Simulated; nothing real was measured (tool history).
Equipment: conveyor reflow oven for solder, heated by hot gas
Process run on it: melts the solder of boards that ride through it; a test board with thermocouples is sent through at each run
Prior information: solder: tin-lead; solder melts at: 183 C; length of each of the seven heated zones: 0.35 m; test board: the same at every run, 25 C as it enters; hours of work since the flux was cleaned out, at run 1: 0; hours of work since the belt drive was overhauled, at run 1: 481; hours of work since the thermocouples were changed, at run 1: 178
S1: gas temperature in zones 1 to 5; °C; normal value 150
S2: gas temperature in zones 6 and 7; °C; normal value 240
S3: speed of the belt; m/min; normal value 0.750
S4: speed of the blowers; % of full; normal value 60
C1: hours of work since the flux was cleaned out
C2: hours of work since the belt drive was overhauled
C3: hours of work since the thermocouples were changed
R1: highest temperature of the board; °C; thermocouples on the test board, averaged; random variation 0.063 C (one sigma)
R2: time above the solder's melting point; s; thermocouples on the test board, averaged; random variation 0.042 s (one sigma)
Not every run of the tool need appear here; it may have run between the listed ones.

run    hour   S1   S2     S3  S4   C1   C2   C3      R1     R2
  1     0.0  150  240  0.750  60    0  481  178  220.59  46.95
  2    46.7  150  240  0.750  60   26  507  204  220.56  46.87
  3   102.6  150  240  0.750  87   56  537  235  227.27  50.41
  4   142.1  150  240  0.750  87   78  559  256  227.01  50.42
  5   191.6  150  240  0.750  58  105  586  283  219.75  46.36
  6   263.1  143  240  0.750  60  144  625  323  218.67  43.75
  7   299.3  143  240  0.750  60  164  645  342  218.64  43.63
  8   373.6  143  240  0.750  60  205  686  383  218.73  43.69
  9   435.7  143  240  0.750  60  239  720  417  218.53  43.58
      443.7  -- belt drive overhauled, speed set with a stopwatch
      501.1  -- flux residue cleaned out of gas plates and filters
 10   501.1  143  240  0.750  60    0   29  448  219.38  43.98
 11   537.5  143  240  0.750  60   20   49  468  219.41  44.02
 12   591.9  143  240  0.750  60   50   78  498  219.37  43.91
 13   648.1  143  240  0.750  60   81  109  529  219.16  43.87
 14   710.5  142  240  0.750  60  115  143  563  218.89  43.43
 15   775.2  142  240  0.750  60  150  179  598  218.91  43.40
 16   822.4  141  240  0.885  86  176  205  624  220.03  37.04
 17   895.2  141  240  0.885  86  216  245  664  219.72  36.99
 18   969.9  141  240  0.885  86  257  286  705  219.63  36.95
     1000.4  -- flux residue cleaned out of gas plates and filters
 19  1053.0  150  240  0.750  66   29  328  748  223.28  48.28
 20  1124.2  137  240  0.877  60   68  367  787  211.75  31.28
 21  1160.6  137  240  0.877  73   88  387  807  216.29  34.52
 22  1208.3  161  255  0.877  70  114  413  833  233.44  48.10
 23  1255.9  151  249  0.750  60  140  440  859  228.95  51.33
 24  1297.8  150  240  0.750  58  163  462  882  220.34  46.60
 25  1357.6  144  230  0.785  69  196  495  915  212.29  38.35
 26  1414.6  144  230  0.785  69  227  526  946  212.26  38.31
 27  1485.3  144  230  0.785  69  266  565  984  212.17  38.14

Estimate the outcome of run 28 from the log above:
     1499.1  -- flux residue cleaned out of gas plates and filters
 28  1539.6  144  234  0.732  69  22  592  1011   ?   ?

R1: 219.07 °C
R2: 45.84 s
On a tool with no hidden condition, and with the same random variation, this run would have come out at R1 217.22 °C, R2 44.50 s.
